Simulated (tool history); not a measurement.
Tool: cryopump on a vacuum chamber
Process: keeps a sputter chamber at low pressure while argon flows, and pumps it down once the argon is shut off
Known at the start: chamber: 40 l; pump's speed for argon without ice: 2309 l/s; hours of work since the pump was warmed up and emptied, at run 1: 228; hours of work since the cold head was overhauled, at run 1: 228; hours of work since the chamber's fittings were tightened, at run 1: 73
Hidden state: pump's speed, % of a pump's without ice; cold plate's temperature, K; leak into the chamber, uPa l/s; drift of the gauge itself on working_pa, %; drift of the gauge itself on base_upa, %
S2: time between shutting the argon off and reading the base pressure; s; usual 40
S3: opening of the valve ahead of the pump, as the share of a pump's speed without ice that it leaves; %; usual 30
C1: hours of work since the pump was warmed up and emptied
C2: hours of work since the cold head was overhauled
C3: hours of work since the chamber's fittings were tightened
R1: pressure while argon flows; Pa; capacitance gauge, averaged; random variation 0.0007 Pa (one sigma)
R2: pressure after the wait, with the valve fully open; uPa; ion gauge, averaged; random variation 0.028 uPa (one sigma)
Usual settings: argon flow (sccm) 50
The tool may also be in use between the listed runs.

run 1 day=0.000 | argon_flow_(sccm)=50 S2=40 S3=30 | C1=228 C2=228 C3=73 | R1=0.1241 R2=1.45
run 2 day=2.046 | argon_flow_(sccm)=50 S2=40 S3=30 | C1=259 C2=259 C3=104 | R1=0.1252 R2=1.39
run 3 day=2.912 | argon_flow_(sccm)=44 S2=40 S3=30 | C1=272 C2=272 C3=117 | R1=0.1112 R2=1.41
run 4 day=4.329 | argon_flow_(sccm)=50 S2=291 S3=30 | C1=293 C2=293 C3=138 | R1=0.1267 R2=0.36
run 5 day=5.988 | argon_flow_(sccm)=50 S2=291 S3=30 | C1=318 C2=318 C3=163 | R1=0.1268 R2=0.40
run 6 day=6.875 | argon_flow_(sccm)=50 S2=291 S3=30 | C1=331 C2=331 C3=176 | R1=0.1250 R2=0.42
run 7 day=8.571 | argon_flow_(sccm)=33 S2=40 S3=30 | C1=356 C2=356 C3=201 | R1=0.0831 R2=1.51
run 8 day=9.933 | argon_flow_(sccm)=92 S2=40 S3=30 | C1=376 C2=376 C3=221 | R1=0.2335 R2=1.54
run 9 day=11.425 | argon_flow_(sccm)=50 S2=40 S3=30 | C1=399 C2=399 C3=244 | R1=0.1284 R2=1.45
run 10 day=12.529 | argon_flow_(sccm)=50 S2=40 S3=30 | C1=415 C2=415 C3=260 | R1=0.1278 R2=1.52
run 11 day=13.354 | argon_flow_(sccm)=50 S2=40 S3=30 | C1=428 C2=428 C3=272 | R1=0.1287 R2=1.51
run 12 day=14.404 | argon_flow_(sccm)=29 S2=40 S3=30 | C1=443 C2=443 C3=288 | R1=0.0745 R2=1.52
run 13 day=15.633 | argon_flow_(sccm)=74 S2=34 S3=17 | C1=461 C2=461 C3=306 | R1=0.3300 R2=1.70
run 14 day=16.850 | argon_flow_(sccm)=74 S2=34 S3=17 | C1=480 C2=480 C3=325 | R1=0.3281 R2=1.77
run 15 day=18.054 | argon_flow_(sccm)=25 S2=20 S3=30 | C1=498 C2=498 C3=342 | R1=0.0644 R2=2.83
run 16 day=19.000 | argon_flow_(sccm)=25 S2=20 S3=30 | C1=512 C2=512 C3=357 | R1=0.0648 R2=2.78
run 17 day=20.571 | argon_flow_(sccm)=36 S2=196 S3=16 | C1=535 C2=535 C3=380 | R1=0.1697 R2=0.65
run 18 day=21.650 | argon_flow_(sccm)=36 S2=196 S3=16 | C1=551 C2=551 C3=396 | R1=0.1690 R2=0.63
run 19 day=22.829 | argon_flow_(sccm)=36 S2=196 S3=16 | C1=569 C2=569 C3=414 | R1=0.1696 R2=0.64
run 20 day=23.742 | argon_flow_(sccm)=36 S2=196 S3=16 | C1=582 C2=582 C3=427 | R1=0.1710 R2=0.66
run 21 day=25.246 | argon_flow_(sccm)=37 S2=196 S3=27 | C1=605 C2=605 C3=450 | R1=0.1071 R2=0.68
run 22 day=26.471 | argon_flow_(sccm)=30 S2=35 S3=24 | C1=623 C2=623 C3=468 | R1=0.0971 R2=1.81
run 23 day=27.612 | argon_flow_(sccm)=41 S2=129 S3=21 | C1=640 C2=640 C3=485 | R1=0.1510 R2=0.81
run 24 day=28.975 | argon_flow_(sccm)=35 S2=43 S3=23 | C1=660 C2=660 C3=505 | R1=0.1176 R2=1.62

Forecast each of these 4 alternatives for the next run:
run A day=30.029 | argon_flow_(sccm)=27 S2=298 S3=16 | C1=676 C2=676 C3=521 | R1=? R2=?
run B day=30.029 | argon_flow_(sccm)=33 S2=68 S3=48 | C1=676 C2=676 C3=521 | R1=? R2=?
run C day=30.029 | argon_flow_(sccm)=69 S2=43 S3=23 | C1=676 C2=676 C3=521 | R1=? R2=?
run D day=30.029 | argon_flow_(sccm)=22 S2=26 S3=23 | C1=676 C2=676 C3=521 | R1=? R2=?

run=A R1=0.1290 R2=0.63
run=B R1=0.0571 R2=1.22
run=C R1=0.2329 R2=1.65
run=D R1=0.0741 R2=2.33
Without the tool's hidden state the same runs would have given:
run=A R1=0.1237 R2=0.27
run=B R1=0.0507 R2=0.86
run=C R1=0.2195 R2=1.29
run=D R1=0.0698 R2=1.97

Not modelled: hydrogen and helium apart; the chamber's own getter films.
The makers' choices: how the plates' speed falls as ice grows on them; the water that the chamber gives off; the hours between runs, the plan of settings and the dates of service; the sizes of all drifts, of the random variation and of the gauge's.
